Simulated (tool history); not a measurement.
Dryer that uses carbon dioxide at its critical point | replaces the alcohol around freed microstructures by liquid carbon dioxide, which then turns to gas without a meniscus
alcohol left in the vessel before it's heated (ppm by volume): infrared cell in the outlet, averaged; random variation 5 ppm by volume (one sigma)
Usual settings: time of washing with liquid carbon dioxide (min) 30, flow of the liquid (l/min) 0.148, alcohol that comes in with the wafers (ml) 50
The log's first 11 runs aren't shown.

run   hour  time of washing with liquid carbon dioxide (min)  flow of the liquid (l/min)  alcohol that comes in with the wafers (ml)  alcohol left in the vessel before it's heated (ppm by volume)
 12  220.4                                                20                       0.148                                          50                                                            790
 13  242.5                                                20                       0.148                                          50                                                            794
 14  265.6                                                30                       0.148                                          50                                                            160
 15  287.9                                                33                       0.148                                          50                                                            133
 16  305.9                                                23                       0.233                                          50                                                            117
 17  317.3                                                23                       0.233                                          50                                                            118
 18  340.6                                                30                       0.148                                         115                                                            236
 19  366.1                                                29                       0.148                                          44                                                            182
 20  376.9                                                29                       0.148                                          26                                                            157
 21  394.4                                                27                       0.148                                          71                                                            297
 22  408.8                                                28                       0.207                                          50                                                            130
 23  426.9                                                28                       0.207                                          96                                                            129
 24    441                                                28                       0.207                                          58                                                            126
       445  -- inlet filter changed
 25  456.7                                                25                       0.184                                          24                                                            124
 26  481.5                                                21                       0.195                                          57                                                            176
 27  505.8                                                31                       0.148                                          50                                                            147
 28  525.4                                                31                       0.148                                          50                                                            150
 29  546.4                                                30                       0.237                                          50                                                            138
 30  558.3                                                30                       0.237                                          50                                                            127

Forecast each of these 3 alternatives for the next run:
  A   578                                                39                       0.148                                          50                                                              ?
  B   578                                                37                       0.237                                          45                                                              ?
  C   578                                                30                       0.237                                          46                                                              ?

run  alcohol left in the vessel before it's heated (ppm by volume)
  A                                                            129
  B                                                            134
  C                                                            122
Without the tool's hidden state the same runs would have given:
run  alcohol left in the vessel before it's heated (ppm by volume)
  A                                                              6
  B                                                             13
  C                                                              1
